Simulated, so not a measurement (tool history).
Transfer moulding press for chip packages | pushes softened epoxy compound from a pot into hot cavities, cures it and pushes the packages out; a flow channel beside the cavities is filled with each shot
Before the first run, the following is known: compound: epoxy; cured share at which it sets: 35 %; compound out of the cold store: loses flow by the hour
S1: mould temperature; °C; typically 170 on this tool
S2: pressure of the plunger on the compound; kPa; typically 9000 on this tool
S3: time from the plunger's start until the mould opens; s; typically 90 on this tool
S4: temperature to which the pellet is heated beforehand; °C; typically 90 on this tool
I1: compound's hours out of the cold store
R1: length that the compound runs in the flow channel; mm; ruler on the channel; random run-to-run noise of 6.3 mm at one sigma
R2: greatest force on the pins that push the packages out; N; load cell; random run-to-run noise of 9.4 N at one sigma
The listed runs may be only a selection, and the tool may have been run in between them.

run 1 hour=0 | S1=170 S2=9000 S3=90 S4=90 | I1=9 | R1=713 R2=427
run 2 hour=21.2 | S1=170 S2=9000 S3=90 S4=90 | I1=35.4 | R1=638 R2=512
run 3 hour=41.4 | S1=170 S2=9000 S3=90 S4=90 | I1=21.2 | R1=667 R2=575
run 4 hour=56.3 | S1=170 S2=9000 S3=90 S4=90 | I1=11.5 | R1=683 R2=640
run 5 hour=73.4 | S1=170 S2=9000 S3=90 S4=90 | I1=29.7 | R1=637 R2=638
-- hour=95 cavities cleaned with cleaning compound and waxed
run 6 hour=95.5 | S1=170 S2=9000 S3=90 S4=90 | I1=43.1 | R1=610 R2=382
run 7 hour=106.6 | S1=170 S2=9000 S3=90 S4=90 | I1=24.3 | R1=648 R2=465
run 8 hour=122.9 | S1=170 S2=9000 S3=90 S4=90 | I1=18.9 | R1=656 R2=536
run 9 hour=132.7 | S1=170 S2=9000 S3=90 S4=90 | I1=26.3 | R1=638 R2=574
run 10 hour=152.1 | S1=170 S2=9000 S3=90 S4=90 | I1=43.9 | R1=597 R2=594
run 11 hour=166 | S1=170 S2=9000 S3=90 S4=92 | I1=37.9 | R1=611 R2=611
run 12 hour=178.6 | S1=170 S2=9000 S3=90 S4=90 | I1=13.9 | R1=675 R2=663
-- hour=188.9 cavities cleaned with cleaning compound and waxed
run 13 hour=198 | S1=170 S2=9000 S3=90 S4=97 | I1=31.2 | R1=621 R2=419
run 14 hour=216.1 | S1=170 S2=8320 S3=81 S4=81 | I1=9.5 | R1=650 R2=727
run 15 hour=229 | S1=171 S2=9840 S3=73 S4=98 | I1=9.6 | R1=702 R2=872
run 16 hour=251.2 | S1=170 S2=6900 S3=90 S4=99 | I1=33.8 | R1=537 R2=599
run 17 hour=273.3 | S1=170 S2=9000 S3=90 S4=90 | I1=16.7 | R1=659 R2=662
-- hour=282.6 cavities cleaned with cleaning compound and waxed
run 18 hour=290.8 | S1=170 S2=9000 S3=90 S4=89 | I1=47.7 | R1=579 R2=419
run 19 hour=301.3 | S1=178 S2=8530 S3=90 S4=90 | I1=18.1 | R1=609 R2=387
run 20 hour=317.9 | S1=170 S2=9290 S3=128 S4=90 | I1=29.1 | R1=637 R2=401
run 21 hour=336 | S1=171 S2=8120 S3=128 S4=90 | I1=8.9 | R1=622 R2=434
run 22 hour=350.4 | S1=171 S2=8120 S3=128 S4=90 | I1=27.9 | R1=581 R2=462

Run 23 has not been measured yet. What should we expect?
run 23 hour=367.5 | S1=162 S2=8120 S3=99 S4=90 | I1=26.1 | R1=? R2=?

{"run 23": {"R1": 609, "R2": 886}}
The same run, on a tool lacking any hidden state, would have yielded R1 648 mm, R2 565 N.

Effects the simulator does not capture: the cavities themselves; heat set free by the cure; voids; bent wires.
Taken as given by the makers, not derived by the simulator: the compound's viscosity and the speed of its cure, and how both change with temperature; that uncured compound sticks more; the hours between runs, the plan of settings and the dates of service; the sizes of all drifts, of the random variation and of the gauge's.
